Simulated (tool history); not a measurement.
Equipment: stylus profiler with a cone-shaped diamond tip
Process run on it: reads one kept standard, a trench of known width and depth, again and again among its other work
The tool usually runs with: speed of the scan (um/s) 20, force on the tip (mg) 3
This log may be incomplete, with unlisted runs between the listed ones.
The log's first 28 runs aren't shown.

run	day	speed of the scan (um/s)	force on the tip (mg)	scans with this tip	hours of work since the height scale was calibrated	depth of the trench (angstrom)	width of the trench's floor (nm)
29	71.792	14	3	15498	138	5047.2	43700
30	73.921	10	5.58	15740	167	5076.4	43760
31	75.975	10	5.58	15973	195	5073.3	43680
32	77.508	66	6.76	16147	216	5082.1	43550
33	80.717	66	6.76	16511	260	5081.9	43520
34	82.458	30	1	16709	283	5018.3	43440
35	85.446	38	3.27	17048	324	5047.6	43480
36	87.842	38	3.27	17320	357	5045.4	43420
37	91.425	38	3.27	17727	405	5042.7	43420
38	94.025	20	1.94	18022	441	5031.1	43420
39	96.879	28	5.19	18346	480	5064.5	43400
40	98.962	58	1.88	18582	508	5025.9	43170
41	102.058	58	1.88	18934	550	5024	43180
42	104.158	10	1.59	19172	579	5024.1	43320
43	106.95	46	1.32	19489	617	5015.6	43150
44	109.788	32	1.84	19811	655	5023	43140
45	113.325	39	1.92	20213	703	5021.2	43130

Consider 3 possible next runs. They are alternatives, not a sequence: every one starts from the tool as it was left by run 45. What does each give?
A	115.933	6	5	20509	739	?	?
B	115.933	42	4.67	20509	739	?	?
C	115.933	20	2.2	20509	739	?	?

run	depth of the trench (angstrom)	width of the trench's floor (nm)
A	5055.1	43250
B	5054	43120
C	5024.2	43180
What these runs would have given with no unlogged condition in the tool:
run	depth of the trench (angstrom)	width of the trench's floor (nm)
A	5070.7	45640
B	5069.6	45510
C	5039.7	45570
